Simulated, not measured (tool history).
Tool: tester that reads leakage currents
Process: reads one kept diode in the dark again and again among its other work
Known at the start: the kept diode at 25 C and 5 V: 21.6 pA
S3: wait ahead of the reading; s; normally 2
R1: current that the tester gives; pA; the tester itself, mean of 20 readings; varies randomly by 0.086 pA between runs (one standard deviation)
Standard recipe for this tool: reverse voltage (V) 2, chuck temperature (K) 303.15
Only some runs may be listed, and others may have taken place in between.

run 1 hour=0 | reverse_voltage_(V)=2 chuck_temperature_(K)=303.15 S3=2 | R1=24.64
run 2 hour=178 | reverse_voltage_(V)=2 chuck_temperature_(K)=303.15 S3=2 | R1=24.55
run 3 hour=274.7 | reverse_voltage_(V)=2 chuck_temperature_(K)=303.15 S3=2 | R1=24.45
-- hour=290.9 probe card cleaned and baked
run 4 hour=439.7 | reverse_voltage_(V)=2 chuck_temperature_(K)=303.15 S3=2 | R1=25.4
run 5 hour=514.5 | reverse_voltage_(V)=2 chuck_temperature_(K)=303.15 S3=2 | R1=25.51
run 6 hour=689.9 | reverse_voltage_(V)=2 chuck_temperature_(K)=303.15 S3=2 | R1=25.33

Expected results for the next run?
-- hour=704.7 probe card cleaned and baked, once more
run 7 hour=798 | reverse_voltage_(V)=2 chuck_temperature_(K)=303.15 S3=1.16 | R1=?

R1: 21.81 pA
The same run, on a tool lacking any hidden state, would have yielded R1 23.56 pA.
